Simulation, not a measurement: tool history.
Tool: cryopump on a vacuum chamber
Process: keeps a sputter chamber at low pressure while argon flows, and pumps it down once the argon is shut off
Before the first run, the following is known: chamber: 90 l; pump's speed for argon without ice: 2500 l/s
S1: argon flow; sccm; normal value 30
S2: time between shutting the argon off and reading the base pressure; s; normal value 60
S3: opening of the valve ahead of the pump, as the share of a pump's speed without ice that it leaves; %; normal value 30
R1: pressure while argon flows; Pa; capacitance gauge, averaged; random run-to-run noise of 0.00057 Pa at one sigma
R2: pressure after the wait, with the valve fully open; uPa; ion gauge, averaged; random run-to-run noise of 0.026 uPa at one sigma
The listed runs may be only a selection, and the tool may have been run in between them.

Run 1, hour 0.0: usual settings. Result: R1 0.0685 Pa, R2 2.11 uPa.
Run 2, hour 17.6: usual settings but S1 16 sccm. Result: R1 0.0369 Pa, R2 2.10 uPa.
Run 3, hour 31.9: usual settings. Result: R1 0.0675 Pa, R2 2.08 uPa.
Run 4, hour 48.9: usual settings but S2 80 s. Result: R1 0.0680 Pa, R2 1.92 uPa.
Run 5, hour 76.6: usual settings but S2 80 s, S3 31 %. Result: R1 0.0668 Pa, R2 1.91 uPa.
Run 6, hour 97.3: usual settings but S2 80 s, S3 31 %. Result: R1 0.0665 Pa, R2 1.86 uPa.
Run 7, hour 113.6: usual settings but S2 80 s, S3 31 %. Result: R1 0.0667 Pa, R2 1.90 uPa.
Run 8, hour 129.2: usual settings but S2 80 s, S3 31 %. Result: R1 0.0667 Pa, R2 1.95 uPa.
Run 9, hour 141.8: usual settings but S2 80 s, S3 31 %. Result: R1 0.0669 Pa, R2 1.98 uPa.
Run 10, hour 155.6: usual settings but S2 80 s, S3 31 %. Result: R1 0.0669 Pa, R2 2.01 uPa.
Run 11, hour 169.9: usual settings but S2 80 s, S3 31 %. Result: R1 0.0664 Pa, R2 1.97 uPa.
Run 12, hour 188.1: usual settings. Result: R1 0.0693 Pa, R2 2.15 uPa.
Run 13, hour 202.7: usual settings. Result: R1 0.0679 Pa, R2 2.31 uPa.
Run 14, hour 214.8: usual settings but S2 240 s. Result: R1 0.0688 Pa, R2 1.53 uPa.
Run 15, hour 230.1: usual settings but S1 37 sccm. Result: R1 0.0847 Pa, R2 2.19 uPa.
Run 16, hour 257.7: usual settings but S1 37 sccm. Result: R1 0.0856 Pa, R2 2.26 uPa.
Run 17, hour 283.4: usual settings but S2 21 s. Result: R1 0.0706 Pa, R2 4.14 uPa.
Run 18, hour 308.8: usual settings but S2 76 s, S3 32 %. Result: R1 0.0649 Pa, R2 2.09 uPa.
Run 19, hour 320.2: usual settings but S1 13 sccm, S2 87 s, S3 18 %. Result: R1 0.0489 Pa, R2 2.00 uPa.
Run 20, hour 339.2: usual settings but S1 25 sccm, S2 280 s, S3 17 %. Result: R1 0.1021 Pa, R2 1.52 uPa.
Run 21, hour 357.6: usual settings but S1 14 sccm, S2 90 s, S3 42 %. Result: R1 0.0226 Pa, R2 1.91 uPa.
Run 22, hour 379.1: usual settings but S1 31 sccm, S2 188 s, S3 18 %. Result: R1 0.1174 Pa, R2 1.63 uPa.
Run 23, hour 394.4: usual settings but S1 31 sccm, S2 188 s, S3 18 %. Result: R1 0.1183 Pa, R2 1.64 uPa.
Run 24, hour 410.9: usual settings but S1 31 sccm, S2 188 s, S3 18 %. Result: R1 0.1177 Pa, R2 1.64 uPa.
Run 25, hour 434.1: usual settings but S1 43 sccm, S2 32 s, S3 56 %. Result: R1 0.0544 Pa, R2 3.12 uPa.
Run 26, hour 459.9: usual settings but S1 15 sccm, S2 27 s. Result: R1 0.0336 Pa, R2 3.58 uPa.
Run 27, hour 483.7: usual settings but S1 18 sccm, S2 65 s. Result: R1 0.0413 Pa, R2 2.14 uPa.
Run 28, hour 504.1: usual settings but S1 50 sccm, S2 262 s, S3 25 %. Result: R1 0.1379 Pa, R2 1.62 uPa.
Run 29, hour 517.0: usual settings but S1 50 sccm, S2 262 s, S3 25 %. Result: R1 0.1398 Pa, R2 1.59 uPa.
Run 30, hour 544.8: usual settings but S1 38 sccm, S2 114 s, S3 25 %. Result: R1 0.1051 Pa, R2 1.84 uPa.
Run 31, hour 557.0: usual settings but S1 38 sccm, S2 114 s, S3 49 %. Result: R1 0.0546 Pa, R2 1.89 uPa.
Run 32, hour 581.5: usual settings but S1 56 sccm, S2 114 s, S3 18 %. Result: R1 0.2147 Pa, R2 1.90 uPa.
Run 33, hour 597.8: usual settings but S1 56 sccm, S2 114 s, S3 18 %. Result: R1 0.2117 Pa, R2 1.85 uPa.
Run 34, hour 610.4: usual settings but S1 21 sccm. Result: R1 0.0489 Pa, R2 2.35 uPa.

What if the next run were any one of these 4? Each begins from the tool's condition after run 34:
Run A, hour 622.1: usual settings but S3 21 %. Result: R1 ?, R2 ?.
Run B, hour 622.1: usual settings but S1 12 sccm, S2 72 s, S3 27 %. Result: R1 ?, R2 ?.
Run C, hour 622.1: usual settings but S2 23 s. Result: R1 ?, R2 ?.
Run D, hour 622.1: usual settings but S1 21 sccm, S3 51 %. Result: R1 ?, R2 ?.

run      R1    R2
  A  0.0989  2.42
  B  0.0307  2.24
  C  0.0700  3.99
  D  0.0298  2.41
With no hidden state in the tool, these same runs would have given:
run      R1    R2
  A  0.0968  1.11
  B  0.0298  0.93
  C  0.0679  2.68
  D  0.0283  1.09
